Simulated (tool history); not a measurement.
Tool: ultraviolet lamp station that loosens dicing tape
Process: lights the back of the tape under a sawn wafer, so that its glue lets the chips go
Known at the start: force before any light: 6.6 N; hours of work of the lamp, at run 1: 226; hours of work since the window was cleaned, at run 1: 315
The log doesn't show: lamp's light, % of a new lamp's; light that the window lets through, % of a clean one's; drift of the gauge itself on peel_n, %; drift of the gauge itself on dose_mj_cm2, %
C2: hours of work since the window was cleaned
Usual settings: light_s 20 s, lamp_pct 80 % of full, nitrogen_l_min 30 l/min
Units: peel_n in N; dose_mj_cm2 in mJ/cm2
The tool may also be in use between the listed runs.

Run 1, hour 0.0: usual settings; hours of work of the lamp 226; C2 315. Result: peel_n 0.281 N, dose_mj_cm2 440 mJ/cm2.
Run 2, hour 29.9: usual settings; hours of work of the lamp 242; C2 330. Result: peel_n 0.290 N, dose_mj_cm2 433 mJ/cm2.
Run 3, hour 70.9: usual settings; hours of work of the lamp 263; C2 352. Result: peel_n 0.305 N, dose_mj_cm2 422 mJ/cm2.
Run 4, hour 92.5: usual settings; hours of work of the lamp 275; C2 363. Result: peel_n 0.331 N, dose_mj_cm2 421 mJ/cm2.
Run 5, hour 125.8: usual settings but nitrogen_l_min 52 l/min; hours of work of the lamp 292; C2 381. Result: peel_n 0.221 N, dose_mj_cm2 416 mJ/cm2.
Run 6, hour 163.9: usual settings but nitrogen_l_min 52 l/min; hours of work of the lamp 312; C2 401. Result: peel_n 0.216 N, dose_mj_cm2 408 mJ/cm2.
Run 7, hour 190.3: usual settings but light_s 28 s, nitrogen_l_min 52 l/min; hours of work of the lamp 326; C2 414. Result: peel_n 0.135 N, dose_mj_cm2 565 mJ/cm2.
Run 8, hour 218.4: usual settings but light_s 29 s; hours of work of the lamp 341; C2 429. Result: peel_n 0.154 N, dose_mj_cm2 571 mJ/cm2.
Run 9, hour 243.3: usual settings but light_s 29 s; hours of work of the lamp 354; C2 442. Result: peel_n 0.175 N, dose_mj_cm2 566 mJ/cm2.
Run 10, hour 276.8: usual settings; hours of work of the lamp 371; C2 460. Result: peel_n 0.403 N, dose_mj_cm2 387 mJ/cm2.
Run 11, hour 305.3: usual settings; hours of work of the lamp 386; C2 475. Result: peel_n 0.380 N, dose_mj_cm2 383 mJ/cm2.
Run 12, hour 329.8: usual settings; hours of work of the lamp 399; C2 488. Result: peel_n 0.392 N, dose_mj_cm2 380 mJ/cm2.
Run 13, hour 364.7: usual settings but light_s 14 s; hours of work of the lamp 417; C2 506. Result: peel_n 0.898 N, dose_mj_cm2 262 mJ/cm2.
Run 14, hour 384.4: usual settings but light_s 14 s, nitrogen_l_min 17 l/min; hours of work of the lamp 428; C2 516. Result: peel_n 1.320 N, dose_mj_cm2 258 mJ/cm2.
Run 15, hour 402.8: usual settings but light_s 39 s; hours of work of the lamp 437; C2 526. Result: peel_n 0.132 N, dose_mj_cm2 707 mJ/cm2.
Run 16, hour 442.5: usual settings but light_s 39 s; hours of work of the lamp 458; C2 547. Result: peel_n 0.126 N, dose_mj_cm2 697 mJ/cm2.
Run 17, hour 478.2: usual settings; hours of work of the lamp 477; C2 565. Result: peel_n 0.469 N, dose_mj_cm2 348 mJ/cm2.
At hour 482.0: window cleaned of glue's vapour.
Run 18, hour 495.6: usual settings but light_s 12 s, lamp_pct 67 % of full, nitrogen_l_min 32 l/min; hours of work of the lamp 486; C2 7. Result: peel_n 1.664 N, dose_mj_cm2 171 mJ/cm2.
Run 19, hour 532.5: usual settings but light_s 12 s, lamp_pct 67 % of full, nitrogen_l_min 32 l/min; hours of work of the lamp 505; C2 27. Result: peel_n 1.686 N, dose_mj_cm2 167 mJ/cm2.
Run 20, hour 559.2: usual settings but light_s 19 s, lamp_pct 74 % of full, nitrogen_l_min 33 l/min; hours of work of the lamp 519; C2 41. Result: peel_n 0.667 N, dose_mj_cm2 288 mJ/cm2.
Run 21, hour 582.8: usual settings but light_s 30 s, lamp_pct 88 % of full, nitrogen_l_min 52 l/min; hours of work of the lamp 532; C2 53. Result: peel_n 0.150 N, dose_mj_cm2 537 mJ/cm2.
Run 22, hour 618.5: usual settings but lamp_pct 71 % of full, nitrogen_l_min 28 l/min; hours of work of the lamp 550; C2 72. Result: peel_n 0.780 N, dose_mj_cm2 285 mJ/cm2.
At hour 644.9: window cleaned of glue's vapour, once more.
Run 23, hour 647.8: usual settings but lamp_pct 66 % of full, nitrogen_l_min 45 l/min; hours of work of the lamp 565; C2 2. Result: peel_n 0.499 N, dose_mj_cm2 299 mJ/cm2.
Run 24, hour 685.2: usual settings but lamp_pct 95 % of full, nitrogen_l_min 54 l/min; hours of work of the lamp 585; C2 21. Result: peel_n 0.200 N, dose_mj_cm2 426 mJ/cm2.

Forecast run 25:
Run 25, hour 706.9: usual settings but nitrogen_l_min 31 l/min; hours of work of the lamp 596; C2 32. Result: peel_n ?, dose_mj_cm2 ?.

peel_n: 0.450 N
dose_mj_cm2: 357 mJ/cm2
Without the tool's hidden state the same run would have given peel_n 0.188 N, dose_mj_cm2 528 mJ/cm2.
